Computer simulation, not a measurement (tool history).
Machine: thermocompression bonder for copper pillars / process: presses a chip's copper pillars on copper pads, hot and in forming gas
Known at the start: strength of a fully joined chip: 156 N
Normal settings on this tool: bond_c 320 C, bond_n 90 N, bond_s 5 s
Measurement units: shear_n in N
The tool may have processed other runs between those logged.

| run | hour | bond_c | bond_n | bond_s | shear_n |
|---|---|---|---|---|---|
| 1 | 0 | 320 | 90 | 5 | 101.7 |
| 2 | 22.7 | 320 | 90 | 5 | 101.6 |
| 3 | 44.8 | 320 | 90 | 5 | 101.7 |
| 4 | 69 | 320 | 90 | 5 | 101 |
| 5 | 92 | 320 | 90 | 7 | 110.6 |
| 6 | 121.9 | 320 | 90 | 5 | 101.1 |
| 7 | 148.6 | 320 | 90 | 5 | 102.2 |
| 8 | 179.6 | 320 | 90 | 5 | 101 |
| 9 | 201.5 | 320 | 77 | 5 | 95.8 |
|  | 210.7 | forming gas filter changed |
| 10 | 221.2 | 320 | 77 | 5 | 95.5 |
| 11 | 255.1 | 320 | 77 | 5 | 96.6 |
| 12 | 270.6 | 320 | 77 | 5 | 95.7 |
| 13 | 285.2 | 320 | 77 | 5 | 95.5 |
| 14 | 318.2 | 320 | 77 | 5 | 96.9 |
| 15 | 336.6 | 323 | 76 | 10 | 118.4 |
| 16 | 355.7 | 323 | 76 | 10 | 116.9 |
| 17 | 371.4 | 306 | 108 | 5 | 96.2 |
| 18 | 401.3 | 306 | 108 | 5 | 96.4 |
| 19 | 424.8 | 290 | 129 | 10 | 109.3 |
| 20 | 449.5 | 320 | 110 | 4 | 102.7 |
| 21 | 472.1 | 320 | 76 | 5 | 96.4 |
| 22 | 496.1 | 348 | 90 | 13 | 144.1 |
| 23 | 524.6 | 302 | 90 | 11 | 107.5 |
| 24 | 544.5 | 302 | 127 | 11 | 119 |
| 25 | 576.9 | 307 | 106 | 10 | 115.7 |
| 26 | 591.1 | 328 | 106 | 4 | 110.2 |
| 27 | 605.2 | 328 | 106 | 4 | 107.7 |
| 28 | 636.7 | 328 | 106 | 8 | 127.3 |

Alternative continuations, all from the tool just after run 28; predict every row:
|  | 655 | forming gas filter changed |
| A | 660 | 328 | 117 | 3 | ? |
|  | 655 | forming gas filter changed |
| B | 660 | 324 | 106 | 8 | ? |
|  | 655 | forming gas filter changed |
| C | 660 | 328 | 80 | 6 | ? |
|  | 655 | forming gas filter changed |
| D | 660 | 328 | 85 | 8 | ? |

| run | shear_n |
|---|---|
| A | 103.8 |
| B | 122.5 |
| C | 108.2 |
| D | 117.8 |
Without the tool's unlogged condition, the same runs would have read:
| run | shear_n |
|---|---|
| A | 103.8 |
| B | 122.5 |
| C | 108.2 |
| D | 117.9 |
